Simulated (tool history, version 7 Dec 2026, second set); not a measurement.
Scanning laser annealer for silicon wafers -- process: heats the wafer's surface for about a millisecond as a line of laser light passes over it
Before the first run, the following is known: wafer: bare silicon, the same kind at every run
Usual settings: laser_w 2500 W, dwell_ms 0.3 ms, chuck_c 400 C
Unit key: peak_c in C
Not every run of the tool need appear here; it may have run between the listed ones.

run     day  laser_w  dwell_ms  chuck_c  peak_c
  1       0     2500       0.3      400    1160
  2   1.425     2341       0.3      400    1109
  3   3.329     2500       0.3      400    1155
  4   5.175     2500       0.3      400    1153
      5.971  -- optics aligned, line set to its width
  5   7.204     2500     0.374      400    1264
  6   8.575     2256     0.374      400    1176
  7   9.421     2500     0.245      400    1073
  8  11.183     2693       0.3      400    1215
     11.738  -- window over the wafer cleaned
  9  12.846     2693       0.3      400    1243
 10  14.129     2693       0.3      400    1241
 11  15.279     2693       0.3      400    1241
 12  17.208     2693       0.3      400    1237
 13  18.483     2693       0.3      400    1234
 14  19.362     2693       0.3      400    1231
 15  20.408     2693       0.3      400    1233
 16  21.612     2500       0.3      400    1174
 17  23.042     2500       0.3      400    1169
 18    23.9     2500       0.3      428    1199
 19  24.942     2500       0.3      428    1194
 20  26.054     2438     0.241      378    1035
 21  27.962     2438     0.241      378    1033
 22  29.367     2185     0.241      421    1005
 23  30.958     2500     0.325      436    1230
 24  32.271     2500     0.325      436    1229
 25  33.533     2500     0.325      436    1229
 26  34.833     2503     0.257      401    1089
 27  36.096     2517     0.351      400    1229
 28  37.488     2712     0.231      400    1100
     37.846  -- window over the wafer cleaned
 29   38.65     2309     0.268      404    1075
 30  39.838     2309     0.268      404    1072
 31  40.917     2309     0.268      404    1070
 32  42.133     2490     0.225      405    1053
 33  43.042     2490     0.225      405    1056
 34  43.962     2490     0.225      405    1054
 35  45.108     2518     0.225      384    1037
 36  46.033     2489       0.3      367    1128
 37      48     2396      0.36      388    1204
 38  50.042     2396      0.36      388    1201

Below are 3 alternative next runs, each starting from the tool's condition after run 38. Predict each:
  A  50.979     2308     0.229      380       ?
  B  50.979     2607     0.358      391       ?
  C  50.979     2352       0.3      406       ?

run  peak_c
  A     977
  B    1271
  C    1121
With no hidden state in the tool, these same runs would have given:
run  peak_c
  A     997
  B    1301
  C    1146
